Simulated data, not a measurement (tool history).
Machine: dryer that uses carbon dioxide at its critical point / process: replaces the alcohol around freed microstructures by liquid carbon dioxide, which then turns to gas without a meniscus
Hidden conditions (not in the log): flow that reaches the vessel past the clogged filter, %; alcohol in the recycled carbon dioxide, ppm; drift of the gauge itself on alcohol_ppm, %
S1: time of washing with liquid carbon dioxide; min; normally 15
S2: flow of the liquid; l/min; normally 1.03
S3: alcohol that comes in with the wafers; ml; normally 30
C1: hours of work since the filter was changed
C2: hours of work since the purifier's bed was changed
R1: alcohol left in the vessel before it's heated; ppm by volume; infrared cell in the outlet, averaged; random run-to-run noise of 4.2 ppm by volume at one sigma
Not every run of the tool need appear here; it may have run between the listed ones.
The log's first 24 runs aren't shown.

run   hour  S1    S2  S3   C1   C2   R1
 25  363.6  19   0.7  20  280  670   65
 26  372.9  19   0.7  20  288  677   58
 27  392.5  19   0.7  20  303  693   65
 28  409.1  10  1.41  44  315  705   78
 29  428.4  10  1.41  44  330  720   71
 30  447.2  10  0.81  44  345  735  611
 31  458.9  10  0.81  44  354  744  592
 32  476.6  13  1.03  30  368  757   77
 33  487.3  13  1.03  30  376  766   86
 34  501.2  13  1.03  30  386  776   78

Run 35 comes next. What will it give?
 35  517.1   9  1.03  30  399  789   ?

{"run 35": {"R1": 282}}
If the tool had no hidden condition, the same run with the same run-to-run variation would have returned R1 178 ppm by volume.

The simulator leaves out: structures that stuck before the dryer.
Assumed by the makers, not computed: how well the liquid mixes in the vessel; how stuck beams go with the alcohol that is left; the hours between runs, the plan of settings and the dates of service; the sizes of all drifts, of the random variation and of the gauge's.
